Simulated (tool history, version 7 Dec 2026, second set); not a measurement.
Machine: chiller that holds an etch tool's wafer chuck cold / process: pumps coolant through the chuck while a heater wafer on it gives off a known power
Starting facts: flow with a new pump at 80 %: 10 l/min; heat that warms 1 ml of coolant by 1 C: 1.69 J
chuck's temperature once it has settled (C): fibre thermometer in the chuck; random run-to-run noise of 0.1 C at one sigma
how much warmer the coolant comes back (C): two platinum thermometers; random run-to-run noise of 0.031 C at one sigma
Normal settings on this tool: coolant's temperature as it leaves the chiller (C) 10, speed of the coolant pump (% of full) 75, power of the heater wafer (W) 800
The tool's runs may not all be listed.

| run | hour | coolant's temperature as it leaves the chiller (C) | speed of the coolant pump (% of full) | power of the heater wafer (W) | chuck's temperature once it has settled (C) | how much warmer the coolant comes back (C) |
|---|---|---|---|---|---|---|
| 1 | 0 | 10 | 75 | 800 | 17.4 | 3.11 |
| 2 | 27.9 | 10 | 75 | 800 | 17.4 | 3.19 |
| 3 | 61 | 10 | 75 | 1076 | 19.6 | 4.19 |
| 4 | 80.4 | 10 | 93 | 1076 | 18.4 | 3.28 |
|  | 100.7 | chiller's thermometer calibrated |
| 5 | 106.2 | 10 | 93 | 1076 | 17.8 | 3.33 |
| 6 | 120.8 | 10 | 93 | 1076 | 18 | 3.27 |
| 7 | 139.6 | 1 | 93 | 1076 | 8.9 | 3.34 |
| 8 | 169.9 | 1 | 93 | 1076 | 8.8 | 3.33 |
| 9 | 192.3 | 10 | 61 | 800 | 18.2 | 3.98 |
| 10 | 217.8 | 10 | 61 | 800 | 18.1 | 3.98 |
| 11 | 248.9 | 10 | 61 | 800 | 18 | 4.01 |
| 12 | 283.5 | 10 | 61 | 800 | 18 | 3.98 |
| 13 | 313.3 | 10 | 61 | 800 | 18.3 | 3.97 |
| 14 | 346.7 | 10 | 61 | 800 | 18.3 | 3.98 |
| 15 | 378.2 | 10 | 61 | 800 | 18.2 | 4.01 |
| 16 | 401.1 | 10 | 61 | 800 | 18.3 | 3.96 |
| 17 | 433.5 | 19 | 72 | 935 | 27.4 | 3.9 |
| 18 | 448 | 19 | 72 | 935 | 27.4 | 3.9 |
| 19 | 476 | 10 | 80 | 546 | 14.6 | 2.03 |
| 20 | 500.7 | 10 | 100 | 800 | 15.5 | 2.29 |
| 21 | 522.7 | 17 | 79 | 449 | 20.8 | 1.71 |
| 22 | 546.9 | 17 | 68 | 478 | 21.6 | 2.1 |
| 23 | 568.1 | 14 | 62 | 800 | 22.3 | 3.95 |
| 24 | 586 | 14 | 79 | 885 | 21.7 | 3.32 |
| 25 | 603.9 | 14 | 79 | 885 | 21.5 | 3.3 |
| 26 | 626 | 6 | 75 | 965 | 14.6 | 3.83 |
| 27 | 649.8 | 6 | 80 | 841 | 13 | 3.17 |
| 28 | 670.6 | 6 | 80 | 657 | 11.6 | 2.41 |
| 29 | 687.7 | 13 | 75 | 838 | 20.5 | 3.3 |
| 30 | 713.6 | 2 | 66 | 800 | 9.9 | 3.7 |
| 31 | 739.2 | 10 | 75 | 650 | 15.9 | 2.61 |
| 32 | 773.3 | 18 | 75 | 650 | 23.8 | 2.64 |

Alternative continuations, all from the tool just after run 32; predict every row:
| A | 792.7 | 5 | 82 | 800 | ? | ? |
| B | 792.7 | 5 | 97 | 800 | ? | ? |
| C | 792.7 | 10 | 69 | 800 | ? | ? |
| D | 792.7 | 1 | 90 | 526 | ? | ? |

| run | chuck's temperature once it has settled (C) | how much warmer the coolant comes back (C) |
|---|---|---|
| A | 11.8 | 2.88 |
| B | 10.9 | 2.38 |
| C | 17.7 | 3.58 |
| D | 5 | 1.72 |
With the hidden condition removed and each run's random variation left untouched, the same runs would have given:
| run | chuck's temperature once it has settled (C) | how much warmer the coolant comes back (C) |
|---|---|---|
| A | 11.1 | 2.74 |
| B | 10.4 | 2.26 |
| C | 17 | 3.41 |
| D | 4.6 | 1.63 |
